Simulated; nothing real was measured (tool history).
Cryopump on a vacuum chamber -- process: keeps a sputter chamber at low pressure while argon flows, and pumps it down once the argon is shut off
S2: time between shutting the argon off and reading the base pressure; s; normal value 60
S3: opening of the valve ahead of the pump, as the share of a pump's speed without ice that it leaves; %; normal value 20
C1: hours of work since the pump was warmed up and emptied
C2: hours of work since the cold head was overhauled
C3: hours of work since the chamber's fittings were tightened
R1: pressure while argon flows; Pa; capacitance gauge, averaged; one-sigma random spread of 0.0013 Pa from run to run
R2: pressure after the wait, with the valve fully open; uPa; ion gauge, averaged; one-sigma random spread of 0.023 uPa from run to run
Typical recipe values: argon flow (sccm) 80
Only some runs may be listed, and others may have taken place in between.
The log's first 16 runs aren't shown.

{"run": 17, "hour": 164.6, "argon flow (sccm)": 80, "S2": 221, "S3": 20, "C1": 337, "C2": 337, "C3": 546, "R1": 0.3118, "R2": 0.61}
{"run": 18, "hour": 176.3, "argon flow (sccm)": 82, "S2": 186, "S3": 20, "C1": 345, "C2": 345, "C3": 554, "R1": 0.3219, "R2": 0.68}
{"run": 19, "hour": 191.5, "argon flow (sccm)": 84, "S2": 48, "S3": 20, "C1": 355, "C2": 355, "C3": 564, "R1": 0.3263, "R2": 1.23}
{"run": 20, "hour": 201.2, "argon flow (sccm)": 116, "S2": 118, "S3": 29, "C1": 361, "C2": 361, "C3": 571, "R1": 0.316, "R2": 0.8}
{"run": 21, "hour": 209.6, "argon flow (sccm)": 39, "S2": 226, "S3": 56, "C1": 367, "C2": 367, "C3": 576, "R1": 0.058, "R2": 0.61}
{"run": 22, "hour": 216.7, "argon flow (sccm)": 35, "S2": 67, "S3": 40, "C1": 372, "C2": 372, "C3": 581, "R1": 0.0711, "R2": 1.04}
{"run": 23, "hour": 228.8, "argon flow (sccm)": 44, "S2": 101, "S3": 40, "C1": 380, "C2": 380, "C3": 589, "R1": 0.0886, "R2": 0.85}
{"run": 24, "hour": 237.6, "argon flow (sccm)": 44, "S2": 101, "S3": 40, "C1": 385, "C2": 385, "C3": 595, "R1": 0.0897, "R2": 0.83}
{"run": 25, "hour": 249.8, "argon flow (sccm)": 135, "S2": 188, "S3": 37, "C1": 393, "C2": 393, "C3": 603, "R1": 0.2941, "R2": 0.68}
{"run": 26, "hour": 263.1, "argon flow (sccm)": 95, "S2": 238, "S3": 32, "C1": 402, "C2": 402, "C3": 612, "R1": 0.2391, "R2": 0.64}
{"run": 27, "hour": 276.3, "argon flow (sccm)": 71, "S2": 60, "S3": 20, "C1": 411, "C2": 411, "C3": 621, "R1": 0.2765, "R2": 1.19}
{"run": 28, "hour": 288.8, "argon flow (sccm)": 56, "S2": 121, "S3": 28, "C1": 419, "C2": 419, "C3": 629, "R1": 0.1589, "R2": 0.83}
{"run": 29, "hour": 302.1, "argon flow (sccm)": 80, "S2": 139, "S3": 20, "C1": 428, "C2": 428, "C3": 638, "R1": 0.3142, "R2": 0.79}
{"run": 30, "hour": 314.8, "argon flow (sccm)": 39, "S2": 139, "S3": 16, "C1": 437, "C2": 437, "C3": 646, "R1": 0.1907, "R2": 0.75}
{"run": 31, "hour": 325.7, "argon flow (sccm)": 80, "S2": 72, "S3": 20, "C1": 444, "C2": 444, "C3": 653, "R1": 0.3153, "R2": 1.04}
{"run": 32, "hour": 332.4, "argon flow (sccm)": 80, "S2": 86, "S3": 37, "C1": 448, "C2": 448, "C3": 658, "R1": 0.1771, "R2": 0.93}
{"run": 33, "hour": 341.1, "argon flow (sccm)": 132, "S2": 86, "S3": 37, "C1": 454, "C2": 454, "C3": 663, "R1": 0.2922, "R2": 0.99}
{"run": 34, "hour": 356.2, "argon flow (sccm)": 99, "S2": 201, "S3": 36, "C1": 464, "C2": 464, "C3": 674, "R1": 0.2234, "R2": 0.74}

3 options for the next run, each taken on its own from the tool as it stands now. Forecast them:
{"run": "A", "hour": 366.0, "argon flow (sccm)": 43, "S2": 62, "S3": 20, "C1": 471, "C2": 471, "C3": 680, "R1": "?", "R2": "?"}
{"run": "B", "hour": 366.0, "argon flow (sccm)": 74, "S2": 181, "S3": 19, "C1": 471, "C2": 471, "C3": 680, "R1": "?", "R2": "?"}
{"run": "C", "hour": 366.0, "argon flow (sccm)": 35, "S2": 62, "S3": 41, "C1": 471, "C2": 471, "C3": 680, "R1": "?", "R2": "?"}

run=A R1=0.17 R2=1.19
run=B R1=0.3052 R2=0.73
run=C R1=0.0706 R2=1.14
With no hidden state in the tool, these same runs would have given:
run=A R1=0.1629 R2=0.8
run=B R1=0.2929 R2=0.34
run=C R1=0.0648 R2=0.76
